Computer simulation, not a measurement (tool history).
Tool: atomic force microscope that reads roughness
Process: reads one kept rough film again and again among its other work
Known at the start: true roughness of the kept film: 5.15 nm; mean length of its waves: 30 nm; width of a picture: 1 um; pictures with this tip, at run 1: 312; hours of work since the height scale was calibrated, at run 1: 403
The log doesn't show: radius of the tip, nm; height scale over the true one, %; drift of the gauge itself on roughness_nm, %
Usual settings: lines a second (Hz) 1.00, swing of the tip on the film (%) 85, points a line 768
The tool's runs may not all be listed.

| run | day | lines a second (Hz) | swing of the tip on the film (%) | points a line | pictures with this tip | hours of work since the height scale was calibrated | roughness of the kept film (nm (root mean square)) |
|---|---|---|---|---|---|---|---|
| 1 | 0.000 | 1.00 | 85 | 768 | 312 | 403 | 4.325 |
|  | 0.125 | new tip fitted |
| 2 | 1.258 | 1.00 | 85 | 768 | 65 | 425 | 4.322 |
| 3 | 2.725 | 1.00 | 77 | 768 | 149 | 452 | 4.428 |
| 4 | 3.417 | 1.00 | 85 | 532 | 189 | 465 | 4.284 |
| 5 | 4.683 | 1.00 | 85 | 532 | 262 | 488 | 4.309 |
|  | 5.654 | new tip fitted |
| 6 | 6.238 | 1.00 | 85 | 532 | 33 | 517 | 4.325 |
| 7 | 7.033 | 1.00 | 85 | 532 | 79 | 531 | 4.350 |
| 8 | 8.521 | 2.72 | 85 | 768 | 165 | 559 | 3.904 |
| 9 | 9.446 | 1.00 | 85 | 768 | 218 | 576 | 4.271 |
| 10 | 10.692 | 1.00 | 85 | 768 | 289 | 599 | 4.339 |
|  | 11.171 | new tip fitted |
| 11 | 11.721 | 1.00 | 85 | 768 | 31 | 617 | 4.349 |
| 12 | 13.217 | 2.88 | 85 | 768 | 117 | 645 | 3.899 |
| 13 | 14.558 | 1.00 | 85 | 466 | 194 | 669 | 4.325 |
| 14 | 15.904 | 1.00 | 85 | 352 | 272 | 694 | 4.288 |
|  | 16.717 | new tip fitted |
| 15 | 17.096 | 1.00 | 85 | 352 | 22 | 716 | 4.337 |
| 16 | 18.121 | 1.00 | 85 | 352 | 81 | 735 | 4.276 |
| 17 | 18.942 | 1.00 | 85 | 768 | 128 | 750 | 4.348 |
| 18 | 19.867 | 1.00 | 85 | 768 | 182 | 767 | 4.299 |
| 19 | 21.108 | 0.55 | 85 | 768 | 253 | 790 | 4.463 |
| 20 | 22.038 | 1.00 | 70 | 768 | 306 | 807 | 4.482 |
|  | 22.229 | new tip fitted |
| 21 | 23.442 | 3.82 | 70 | 768 | 70 | 832 | 4.134 |
| 22 | 24.542 | 1.00 | 85 | 276 | 133 | 852 | 4.304 |
| 23 | 25.688 | 1.00 | 85 | 276 | 199 | 874 | 4.279 |
| 24 | 26.692 | 1.00 | 65 | 768 | 257 | 892 | 4.497 |
|  | 27.762 | new tip fitted |
| 25 | 27.804 | 1.00 | 65 | 768 | 3 | 912 | 4.521 |
| 26 | 29.379 | 2.00 | 65 | 768 | 93 | 941 | 4.407 |
| 27 | 31.004 | 3.69 | 65 | 648 | 187 | 971 | 4.273 |
| 28 | 31.883 | 3.69 | 65 | 648 | 237 | 987 | 4.228 |
| 29 | 33.079 | 3.69 | 65 | 648 | 306 | 1009 | 4.229 |
|  | 33.312 | new tip fitted |
| 30 | 34.712 | 2.12 | 56 | 722 | 81 | 1039 | 4.465 |
| 31 | 36.350 | 0.60 | 69 | 722 | 175 | 1069 | 4.517 |
| 32 | 37.138 | 1.71 | 82 | 785 | 220 | 1084 | 4.201 |
| 33 | 38.046 | 1.71 | 82 | 785 | 272 | 1100 | 4.169 |
|  | 38.942 | new tip fitted |
| 34 | 39.138 | 1.71 | 82 | 785 | 11 | 1120 | 4.217 |
| 35 | 40.754 | 1.31 | 78 | 257 | 104 | 1150 | 4.301 |
| 36 | 42.038 | 1.31 | 87 | 274 | 178 | 1173 | 4.172 |
| 37 | 42.879 | 3.01 | 57 | 768 | 226 | 1189 | 4.444 |
| 38 | 43.917 | 0.69 | 75 | 665 | 286 | 1208 | 4.480 |
|  | 44.583 | new tip fitted |
| 39 | 45.417 | 2.54 | 69 | 665 | 48 | 1235 | 4.314 |
|  | 46.038 | height scale calibrated on a step standard |
| 40 | 47.000 | 2.54 | 71 | 430 | 136 | 18 | 4.301 |
| 41 | 48.350 | 0.56 | 85 | 518 | 214 | 43 | 4.425 |
| 42 | 49.362 | 0.56 | 85 | 518 | 272 | 61 | 4.449 |
|  | 50.229 | new tip fitted |
| 43 | 50.917 | 1.00 | 73 | 922 | 39 | 89 | 4.455 |
| 44 | 52.162 | 3.48 | 66 | 768 | 111 | 112 | 4.259 |
| 45 | 53.233 | 3.48 | 80 | 768 | 173 | 132 | 3.934 |
| 46 | 54.079 | 1.05 | 86 | 745 | 221 | 148 | 4.310 |
| 47 | 55.500 | 1.00 | 65 | 768 | 303 | 174 | 4.475 |
|  | 55.775 | new tip fitted |
| 48 | 56.354 | 1.00 | 57 | 768 | 33 | 189 | 4.582 |
| 49 | 57.900 | 1.00 | 57 | 768 | 122 | 218 | 4.569 |
| 50 | 59.008 | 3.10 | 69 | 901 | 186 | 238 | 4.242 |
| 51 | 59.675 | 3.10 | 63 | 901 | 224 | 250 | 4.317 |
| 52 | 60.679 | 1.19 | 56 | 479 | 281 | 269 | 4.501 |

Forecast each of these 4 alternatives for the next run:
|  | 61.412 | new tip fitted |
| A | 61.467 | 1.00 | 84 | 391 | 3 | 283 | ? |
|  | 61.412 | new tip fitted |
| B | 61.467 | 1.12 | 80 | 802 | 3 | 283 | ? |
|  | 61.412 | new tip fitted |
| C | 61.467 | 1.36 | 61 | 274 | 3 | 283 | ? |
|  | 61.412 | new tip fitted |
| D | 61.467 | 1.30 | 60 | 293 | 3 | 283 | ? |

| run | roughness of the kept film (nm (root mean square)) |
|---|---|
| A | 4.319 |
| B | 4.364 |
| C | 4.455 |
| D | 4.452 |
Without the tool's hidden state the same runs would have given:
| run | roughness of the kept film (nm (root mean square)) |
|---|---|
| A | 4.319 |
| B | 4.364 |
| C | 4.455 |
| D | 4.452 |

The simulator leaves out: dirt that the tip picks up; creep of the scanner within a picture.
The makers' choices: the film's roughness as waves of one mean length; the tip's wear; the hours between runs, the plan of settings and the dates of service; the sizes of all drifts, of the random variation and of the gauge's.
